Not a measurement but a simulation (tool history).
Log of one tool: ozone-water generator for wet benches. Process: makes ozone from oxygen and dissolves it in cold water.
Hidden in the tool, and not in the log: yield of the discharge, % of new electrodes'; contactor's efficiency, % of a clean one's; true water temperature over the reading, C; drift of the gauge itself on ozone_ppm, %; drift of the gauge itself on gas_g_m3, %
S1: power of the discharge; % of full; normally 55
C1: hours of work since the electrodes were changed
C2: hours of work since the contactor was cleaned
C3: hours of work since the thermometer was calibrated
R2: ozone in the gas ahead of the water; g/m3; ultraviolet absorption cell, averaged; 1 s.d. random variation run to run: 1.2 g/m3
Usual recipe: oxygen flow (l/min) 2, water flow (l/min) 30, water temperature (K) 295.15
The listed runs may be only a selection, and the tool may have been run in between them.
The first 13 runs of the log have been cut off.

run 14 hour=1428.6 | S1=67 oxygen_flow_(l/min)=2 water_flow_(l/min)=30 water_temperature_(K)=295.15 | C1=1114 C2=1254 C3=2937 | dissolved_ozone_(ppm)=11.3 R2=245
run 15 hour=1519.7 | S1=67 oxygen_flow_(l/min)=2 water_flow_(l/min)=30 water_temperature_(K)=295.15 | C1=1173 C2=1313 C3=2996 | dissolved_ozone_(ppm)=11.5 R2=247
run 16 hour=1659.8 | S1=55 oxygen_flow_(l/min)=3.3 water_flow_(l/min)=30 water_temperature_(K)=295.15 | C1=1264 C2=1405 C3=3088 | dissolved_ozone_(ppm)=11.2 R2=163.9
run 17 hour=1764.6 | S1=55 oxygen_flow_(l/min)=3.3 water_flow_(l/min)=30 water_temperature_(K)=295.15 | C1=1332 C2=1473 C3=3156 | dissolved_ozone_(ppm)=11.2 R2=165.7
run 18 hour=1873.6 | S1=55 oxygen_flow_(l/min)=3.3 water_flow_(l/min)=30 water_temperature_(K)=295.15 | C1=1403 C2=1544 C3=3227 | dissolved_ozone_(ppm)=11 R2=165
run 19 hour=1980 | S1=44 oxygen_flow_(l/min)=1 water_flow_(l/min)=30 water_temperature_(K)=295.15 | C1=1473 C2=1613 C3=3296 | dissolved_ozone_(ppm)=6.5 R2=248.2
run 20 hour=2095.9 | S1=44 oxygen_flow_(l/min)=1 water_flow_(l/min)=30 water_temperature_(K)=295.15 | C1=1548 C2=1688 C3=3371 | dissolved_ozone_(ppm)=6.2 R2=246.5
run 21 hour=2234 | S1=55 oxygen_flow_(l/min)=1.07 water_flow_(l/min)=30 water_temperature_(K)=295.15 | C1=1638 C2=1778 C3=3461 | dissolved_ozone_(ppm)=7.9 R2=291.9
run 22 hour=2309 | S1=55 oxygen_flow_(l/min)=1.94 water_flow_(l/min)=30 water_temperature_(K)=295.15 | C1=1687 C2=1827 C3=3510 | dissolved_ozone_(ppm)=9.7 R2=214.7
run 23 hour=2424.1 | S1=55 oxygen_flow_(l/min)=1.94 water_flow_(l/min)=30 water_temperature_(K)=295.15 | C1=1761 C2=1902 C3=3585 | dissolved_ozone_(ppm)=9.7 R2=213.6
-- hour=2461 contactor cleaned
run 24 hour=2517.4 | S1=82 oxygen_flow_(l/min)=1.94 water_flow_(l/min)=30 water_temperature_(K)=295.15 | C1=1820 C2=37 C3=3643 | dissolved_ozone_(ppm)=13.3 R2=294.3
run 25 hour=2635 | S1=46 oxygen_flow_(l/min)=2.22 water_flow_(l/min)=37 water_temperature_(K)=298.15 | C1=1896 C2=113 C3=3719 | dissolved_ozone_(ppm)=7 R2=169.6
run 26 hour=2789.4 | S1=46 oxygen_flow_(l/min)=1.25 water_flow_(l/min)=31 water_temperature_(K)=298.15 | C1=1997 C2=214 C3=3820 | dissolved_ozone_(ppm)=7.1 R2=228.1
-- hour=2865.2 gauge calibrated
run 27 hour=2931.1 | S1=84 oxygen_flow_(l/min)=2 water_flow_(l/min)=30 water_temperature_(K)=288.15 | C1=2089 C2=306 C3=3912 | dissolved_ozone_(ppm)=14.3 R2=300.5
run 28 hour=3006 | S1=68 oxygen_flow_(l/min)=1.91 water_flow_(l/min)=42 water_temperature_(K)=295.15 | C1=2138 C2=355 C3=3961 | dissolved_ozone_(ppm)=8.1 R2=260
run 29 hour=3167.5 | S1=68 oxygen_flow_(l/min)=1.91 water_flow_(l/min)=42 water_temperature_(K)=295.15 | C1=2243 C2=460 C3=4066 | dissolved_ozone_(ppm)=8.3 R2=258.1

Expected results for the next run?
run 30 hour=3308.1 | S1=68 oxygen_flow_(l/min)=1.91 water_flow_(l/min)=42 water_temperature_(K)=295.15 | C1=2334 C2=551 C3=4157 | dissolved_ozone_(ppm)=? R2=?

Run 30 came out at dissolved ozone (ppm) 8.4, R2 259.4 g/m3.
On a tool with no hidden condition, and with the same random variation, this run would have come out at dissolved ozone (ppm) 8.4, R2 260.7 g/m3.
